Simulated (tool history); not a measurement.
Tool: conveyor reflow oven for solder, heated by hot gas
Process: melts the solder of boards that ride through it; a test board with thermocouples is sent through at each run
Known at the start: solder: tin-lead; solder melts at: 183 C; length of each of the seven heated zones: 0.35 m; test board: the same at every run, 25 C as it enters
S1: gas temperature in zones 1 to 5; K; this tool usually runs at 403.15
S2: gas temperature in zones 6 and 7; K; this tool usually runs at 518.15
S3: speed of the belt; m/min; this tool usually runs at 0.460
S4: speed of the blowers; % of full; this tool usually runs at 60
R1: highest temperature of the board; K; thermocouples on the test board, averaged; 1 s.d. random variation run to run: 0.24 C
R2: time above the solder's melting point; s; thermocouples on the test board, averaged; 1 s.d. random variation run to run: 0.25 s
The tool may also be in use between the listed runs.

run	hour	S1	S2	S3	S4	R1	R2
1	0.0	403.15	518.15	0.460	60	491.15	63.6
2	7.1	403.15	518.15	0.460	60	491.05	64.2
3	15.3	403.15	518.15	0.460	68	494.45	67.9
4	24.2	403.15	518.15	0.460	68	494.55	67.7
5	32.0	403.15	518.15	0.460	60	490.35	64.0
6	39.0	410.15	518.15	0.460	60	492.35	68.7
7	50.6	403.15	530.15	0.460	60	500.15	72.6
8	62.4	403.15	530.15	0.460	60	499.95	73.0
9	77.0	403.15	518.15	0.460	60	490.55	64.0
10	89.1	403.15	518.15	0.460	60	490.45	63.7
11	102.9	403.15	518.15	0.380	60	498.15	86.8
12	109.0	403.15	518.15	0.460	60	490.05	63.4
13	122.5	403.15	518.15	0.460	60	490.35	63.1
14	129.7	403.15	518.15	0.460	60	490.05	63.3
15	138.3	403.15	518.15	0.460	60	490.55	63.1
16	147.0	403.15	517.15	0.417	60	493.85	74.2
17	159.2	403.15	525.15	0.460	61	496.55	69.4
18	170.9	403.15	518.15	0.487	83	497.45	67.1
19	179.8	417.15	520.15	0.432	80	504.65	87.4
20	186.1	403.15	518.15	0.460	82	498.55	72.3
21	199.9	403.15	518.15	0.460	82	499.25	72.4
22	214.8	403.15	510.15	0.505	60	479.65	45.6
23	229.3	403.15	510.15	0.505	60	479.55	45.5
24	237.9	395.15	510.15	0.526	60	475.45	35.9
25	246.9	388.15	514.15	0.425	55	483.95	55.8
26	253.9	403.15	508.15	0.460	75	488.25	62.2
27	260.2	403.15	508.15	0.460	75	488.05	62.3
28	267.3	403.15	507.15	0.460	75	486.85	61.1
29	273.7	399.15	518.15	0.444	60	490.25	64.9
30	288.2	412.15	524.15	0.444	81	506.05	83.9

5 ways to go on from here, each from the tool as it stands after run 30. What would each give?
A	298.1	407.15	520.15	0.521	81	?	?
B	298.1	408.15	524.15	0.444	79	?	?
C	298.1	415.15	530.15	0.444	84	?	?
D	298.1	411.15	524.15	0.444	69	?	?
E	298.1	418.15	509.15	0.436	81	?	?

run	R1	R2
A	495.75	62.5
B	504.85	81.0
C	512.55	88.6
D	501.65	79.7
E	494.45	79.4
The same runs, with their run-to-run variation unchanged, on a tool lacking any hidden condition would have given:
run	R1	R2
A	499.15	65.0
B	507.85	82.7
C	515.45	89.6
D	504.45	81.5
E	496.95	81.4
